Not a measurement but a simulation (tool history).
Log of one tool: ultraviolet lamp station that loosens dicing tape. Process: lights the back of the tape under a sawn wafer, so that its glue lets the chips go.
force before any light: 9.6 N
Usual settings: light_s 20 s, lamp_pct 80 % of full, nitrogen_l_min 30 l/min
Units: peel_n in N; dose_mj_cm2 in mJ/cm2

| run | hour | light_s | lamp_pct | nitrogen_l_min | peel_n | dose_mj_cm2 |
|---|---|---|---|---|---|---|
| 1 | 0.0 | 20 | 80 | 30 | 0.581 | 364 |
| 2 | 18.1 | 20 | 71 | 30 | 0.744 | 318 |
| 3 | 29.7 | 16 | 80 | 30 | 0.956 | 282 |
| 4 | 48.8 | 20 | 80 | 30 | 0.585 | 355 |
| 5 | 60.1 | 20 | 77 | 30 | 0.659 | 339 |
| 6 | 68.7 | 20 | 77 | 30 | 0.669 | 335 |
| 7 | 79.1 | 20 | 77 | 10 | 1.195 | 340 |
| 8 | 94.5 | 20 | 77 | 10 | 1.232 | 332 |
| 9 | 104.7 | 20 | 77 | 10 | 1.212 | 332 |
| 10 | 113.4 | 20 | 77 | 10 | 1.255 | 331 |
| 11 | 122.1 | 13 | 80 | 30 | 1.493 | 226 |

The next listed run, before its measurement:
|  | 125.4 | window cleaned of glue's vapour |
| 12 | 140.5 | 13 | 80 | 30 | ? | ? |

{"run 12": {"peel_n": 1.106, "dose_mj_cm2": 263}}
Without the tool's hidden state the same run would have given peel_n 0.992 N, dose_mj_cm2 279 mJ/cm2.
